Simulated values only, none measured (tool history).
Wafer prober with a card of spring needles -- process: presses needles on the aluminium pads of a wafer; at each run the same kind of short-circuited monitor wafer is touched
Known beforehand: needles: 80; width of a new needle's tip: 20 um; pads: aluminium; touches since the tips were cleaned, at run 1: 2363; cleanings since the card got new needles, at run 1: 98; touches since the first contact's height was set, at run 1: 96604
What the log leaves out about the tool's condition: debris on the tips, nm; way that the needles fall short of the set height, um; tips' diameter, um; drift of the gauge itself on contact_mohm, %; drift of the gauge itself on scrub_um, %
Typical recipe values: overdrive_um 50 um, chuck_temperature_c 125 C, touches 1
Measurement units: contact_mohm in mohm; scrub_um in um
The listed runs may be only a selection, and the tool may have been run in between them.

run     day  overdrive_um  chuck_temperature_c  touches  touches since the tips were cleaned  cleanings since the card got new needles  touches since the first contact's height was set  contact_mohm  scrub_um
  1       0            50                  125        1                                 2363                                        98                                             96604           326    12.835
      0.592  -- tips cleaned on abrasive film
      1.367  -- height of the first contact set anew
      1.529  -- tips cleaned on abrasive film
  2   1.696            50                  125        1                                 1720                                       100                                              3367           329    12.942
      2.483  -- tips cleaned on abrasive film
      3.271  -- tips cleaned on abrasive film
  3   3.925            50                  125        1                                 6834                                       102                                             26592           399    12.942
        4.1  -- tips cleaned on abrasive film
       4.95  -- tips cleaned on abrasive film
      5.738  -- tips cleaned on abrasive film
  4   6.229            50                   96        1                                 5133                                       105                                             50532           380    12.898
      6.625  -- tips cleaned on abrasive film
      6.771  -- tips cleaned on abrasive film, once more
      7.633  -- tips cleaned on abrasive film
  5   7.821            66                  125        1                                 1989                                       108                                             67048           303    17.003
      8.612  -- tips cleaned on abrasive film
      9.533  -- tips cleaned on abrasive film
     10.521  -- tips cleaned on abrasive film
  6  10.817            49                  125        1                                 3093                                       111                                             98189           350    12.563
     11.308  -- tips cleaned on abrasive film
     12.046  -- height of the first contact set anew
     12.212  -- tips cleaned on abrasive film
     13.171  -- tips cleaned on abrasive film
  7  13.658            49                  125        1                                 5093                                       114                                             16768           384    12.679
     14.017  -- tips cleaned on abrasive film
     14.971  -- tips cleaned on abrasive film
  8  15.242            49                  125        1                                 2828                                       116                                             33189           347    12.665
     15.779  -- tips cleaned on abrasive film
     16.729  -- tips cleaned on abrasive film
  9  17.038            50                  125        1                                 3212                                       118                                             51898           362    12.902
     17.625  -- tips cleaned on abrasive film
     18.575  -- tips cleaned on abrasive film
     19.471  -- tips cleaned on abrasive film
 10  20.208            60                  125        1                                 7722                                       121                                             84895           366    15.451
     20.408  -- tips cleaned on abrasive film
     21.329  -- tips cleaned on abrasive film
     22.246  -- tips cleaned on abrasive film
     22.846  -- height of the first contact set anew
     23.046  -- tips cleaned on abrasive film
 11  23.246            60                  125        1                                 2086                                       125                                              4135           315    15.548
     23.996  -- tips cleaned on abrasive film
       24.8  -- tips cleaned on abrasive film
 12    24.8            50                  125        1                                    0                                       127                                             20286           275    12.916
     25.592  -- tips cleaned on abrasive film
     26.558  -- tips cleaned on abrasive film
 13  26.917            50                  125        3                                 3731                                       129                                             42291           306     12.91
     27.492  -- tips cleaned on abrasive film
     28.429  -- tips cleaned on abrasive film
 14  28.638            50                  125        1                                 2190                                       131                                             60211           334    12.874
     29.367  -- tips cleaned on abrasive film
     30.296  -- tips cleaned on abrasive film
     31.162  -- tips cleaned on abrasive film
 15  31.925            50                  125        1                                 7971                                       134                                             94400           396    12.834
     32.125  -- tips cleaned on abrasive film
     32.912  -- tips cleaned on abrasive film
     33.512  -- height of the first contact set anew
     33.712  -- tips cleaned on abrasive film
 16  34.046            45                   32        3                                 3456                                       137                                              5506           292    11.669
     34.612  -- tips cleaned on abrasive film
     35.525  -- tips cleaned on abrasive film
     36.483  -- tips cleaned on abrasive film
     37.275  -- tips cleaned on abrasive film
 17  37.425            45                   32        3                                 1564                                       141                                             40639           273    11.624
     38.179  -- tips cleaned on abrasive film
 18  38.871            50                   41        1                                 7220                                       142                                             55707           397    12.893
     39.071  -- tips cleaned on abrasive film
     40.008  -- tips cleaned on abrasive film
 19  40.408            50                   41        1                                 4178                                       144                                             71716           367    12.875
     40.804  -- tips cleaned on abrasive film
     41.762  -- tips cleaned on abrasive film
 20  41.908            33                  117        1                                 1506                                       146                                             87274           405     8.449
     42.588  -- tips cleaned on abrasive film
 21  43.317            33                  117        1                                 7581                                       147                                            101940           595     8.427
     43.517  -- tips cleaned on abrasive film
     44.275  -- height of the first contact set anew
     44.475  -- tips cleaned on abrasive film
     45.271  -- tips cleaned on abrasive film
 22  45.271            33                  117        1                                    0                                       150                                             10317           298     8.536
     46.208  -- tips cleaned on abrasive film
     47.142  -- tips cleaned on abrasive film
     48.017  -- tips cleaned on abrasive film
 23  48.017            57                  125        2                                    0                                       153                                             38850           267    14.712
     48.933  -- tips cleaned on abrasive film
 24  49.612            44                  125        2                                 7111                                       154                                             55489           373    11.356
     49.783  -- tips cleaned on abrasive film
     50.717  -- tips cleaned on abrasive film
     51.504  -- tips cleaned on abrasive film
     52.433  -- tips cleaned on abrasive film
 25  52.579            50                  100        1                                 1510                                       158                                             86302           333    12.838
     53.358  -- tips cleaned on abrasive film
     54.321  -- tips cleaned on abrasive film
 26  54.479            41                   33        2                                 1678                                       160                                            106085           299    10.499
     55.004  -- height of the first contact set anew
     55.204  -- tips cleaned on abrasive film
     56.154  -- tips cleaned on abrasive film
     57.038  -- tips cleaned on abrasive film
      57.95  -- tips cleaned on abrasive film
 27   57.95            41                  116        2                                    0                                       164                                             30580           275    10.579
     58.933  -- tips cleaned on abrasive film
     59.733  -- tips cleaned on abrasive film
 28  59.733            39                   77        3                                    0                                       166                                             49137           268    10.041
     60.692  -- tips cleaned on abrasive film
     61.479  -- tips cleaned on abrasive film
 29  61.521            37                  107        1                                  405                                       168                                             67721           318     9.497

Hidden state or all else? Some run-to-run changes of contact_mohm, split into what the settings, what came in and random variation would give without the hidden state, and what is left for the hidden state (with any gauge scatter that isn't in both results):
Run 20 -> 21: tips cleaned on abrasive film. contact_mohm +190 mohm: hidden state +191, all else -1.
Run 21 -> 22: tips cleaned on abrasive film, height of the first contact set anew, tips cleaned on abrasive film, tips cleaned on abrasive film. contact_mohm -297 mohm: hidden state -293, all else -4.
